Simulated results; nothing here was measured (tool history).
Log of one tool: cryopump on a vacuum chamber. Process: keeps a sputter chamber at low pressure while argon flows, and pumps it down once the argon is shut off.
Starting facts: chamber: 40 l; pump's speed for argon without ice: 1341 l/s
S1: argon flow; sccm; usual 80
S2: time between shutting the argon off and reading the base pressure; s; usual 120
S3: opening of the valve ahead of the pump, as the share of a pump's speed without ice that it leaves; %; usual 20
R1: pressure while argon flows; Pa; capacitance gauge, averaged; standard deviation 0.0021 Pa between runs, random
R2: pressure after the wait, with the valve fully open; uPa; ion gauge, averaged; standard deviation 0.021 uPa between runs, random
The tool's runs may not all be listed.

run	hour	S1	S2	S3	R1	R2
1	0	80	120	20	0.5078	1.34
2	43.4	80	23	20	0.5088	2.61
3	77	80	23	20	0.5102	2.64
4	102.3	58	23	20	0.3695	2.72
5	142.7	58	23	20	0.3763	2.64
6	163.7	58	23	20	0.3753	2.77
7	191.5	58	23	20	0.3731	2.82
8	236.8	58	23	20	0.3791	2.84
9	288.1	58	23	20	0.381	2.91
10	321.8	58	23	20	0.3821	2.96
11	347.9	80	120	20	0.5359	1.73
12	372	96	120	20	0.6383	1.76
13	412.4	80	188	20	0.5399	1.69
14	458.9	80	188	20	0.5467	1.77
# hour 502.5: pump warmed up, emptied and cooled again
15	503.8	80	154	20	0.5024	1.41
16	549.3	80	120	20	0.5035	1.56
17	592.2	80	120	20	0.5119	1.59
18	626.3	80	120	20	0.5116	1.64
19	659.4	80	120	20	0.5158	1.63
20	707.2	78	151	24	0.4197	1.62
# hour 718.7: leaking fittings of the chamber tightened, without venting
21	748	78	151	24	0.4261	0.56
22	785.9	78	151	24	0.429	0.55
23	827.8	54	225	19	0.3731	0.53
24	860.7	84	120	25	0.4495	0.65
25	899.6	84	120	25	0.4526	0.71
26	935.3	84	120	25	0.4565	0.71
27	957.8	84	120	25	0.4587	0.73
28	997.1	32	120	20	0.2178	0.75
29	1030.6	32	120	20	0.2178	0.81
# hour 1039.3: pump warmed up, emptied and cooled again
30	1076	155	119	20	0.9823	0.69
31	1125.7	155	119	20	0.9822	0.69
32	1150.3	155	119	20	0.9995	0.72
33	1180.1	64	120	36	0.2333	0.76
34	1231.5	100	163	20	0.6489	0.71

Predict each of these 3 candidate next runs independently; none follows another, all start after run 34:
A	1253.9	130	38	20	?	?
B	1253.9	83	163	20	?	?
C	1253.9	103	21	20	?	?

run	R1	R2
A	0.8457	1.43
B	0.5385	0.72
C	0.665	2.25
Had the tool no hidden state, the same runs would have come out as:
run	R1	R2
A	0.8223	1.15
B	0.5236	0.44
C	0.6466	1.96
